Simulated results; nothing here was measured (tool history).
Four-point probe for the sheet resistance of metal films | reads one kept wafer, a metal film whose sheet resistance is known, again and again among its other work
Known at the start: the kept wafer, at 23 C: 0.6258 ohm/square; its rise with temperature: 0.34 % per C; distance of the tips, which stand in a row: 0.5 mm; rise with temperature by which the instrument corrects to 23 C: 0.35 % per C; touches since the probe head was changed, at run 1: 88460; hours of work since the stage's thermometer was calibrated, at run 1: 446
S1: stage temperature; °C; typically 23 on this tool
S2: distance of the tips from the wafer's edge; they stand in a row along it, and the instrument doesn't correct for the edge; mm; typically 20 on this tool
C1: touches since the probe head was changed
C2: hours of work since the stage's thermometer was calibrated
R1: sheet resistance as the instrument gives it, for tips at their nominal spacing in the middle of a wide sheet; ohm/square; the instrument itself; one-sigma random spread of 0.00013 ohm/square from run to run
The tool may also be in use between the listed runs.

run 1 hour=0 | S1=23 S2=20 | C1=88460 C2=446 | R1=0.622469
run 2 hour=53.8 | S1=21 S2=20 | C1=89951 C2=471 | R1=0.622588
run 3 hour=86 | S1=21 S2=20 | C1=90844 C2=486 | R1=0.622278
run 4 hour=111.6 | S1=23 S2=20 | C1=91551 C2=498 | R1=0.62217
run 5 hour=134.1 | S1=23 S2=17 | C1=92175 C2=509 | R1=0.622343
run 6 hour=186.9 | S1=23 S2=16 | C1=93637 C2=534 | R1=0.622305
-- hour=216.3 new probe head fitted
run 7 hour=238.8 | S1=23 S2=16 | C1=622 C2=558 | R1=0.622284
run 8 hour=279.1 | S1=23 S2=16 | C1=1739 C2=577 | R1=0.621975
-- hour=284.5 stage's thermometer calibrated
run 9 hour=308.6 | S1=23 S2=16 | C1=2543 C2=11 | R1=0.621986
run 10 hour=353.8 | S1=19 S2=11 | C1=3795 C2=33 | R1=0.622462
run 11 hour=390.4 | S1=34 S2=13 | C1=4810 C2=50 | R1=0.621256
run 12 hour=431 | S1=26 S2=27 | C1=5935 C2=69 | R1=0.621246
-- hour=465.1 stage's thermometer calibrated, once more
run 13 hour=473.8 | S1=25 S2=8 | C1=7106 C2=4 | R1=0.622858
run 14 hour=509.5 | S1=29 S2=19 | C1=8095 C2=21 | R1=0.621558
run 15 hour=564.1 | S1=30 S2=10 | C1=9608 C2=47 | R1=0.621711
run 16 hour=609.5 | S1=19 S2=43 | C1=10865 C2=68 | R1=0.621524
run 17 hour=653.9 | S1=33 S2=39 | C1=12097 C2=89 | R1=0.620873
run 18 hour=688.6 | S1=33 S2=39 | C1=13056 C2=106 | R1=0.620415

Below are 3 alternative next runs, each starting from the tool's condition after run 18. Predict each:
run A hour=722.5 | S1=30 S2=16 | C1=13997 C2=122 | R1=?
run B hour=722.5 | S1=24 S2=15 | C1=13997 C2=122 | R1=?
run C hour=722.5 | S1=21 S2=13 | C1=13997 C2=122 | R1=?

run=A R1=0.620981
run=B R1=0.62135
run=C R1=0.621716
What these runs would have given with no unlogged condition in the tool:
run=A R1=0.625671
run=B R1=0.626047
run=C R1=0.626417

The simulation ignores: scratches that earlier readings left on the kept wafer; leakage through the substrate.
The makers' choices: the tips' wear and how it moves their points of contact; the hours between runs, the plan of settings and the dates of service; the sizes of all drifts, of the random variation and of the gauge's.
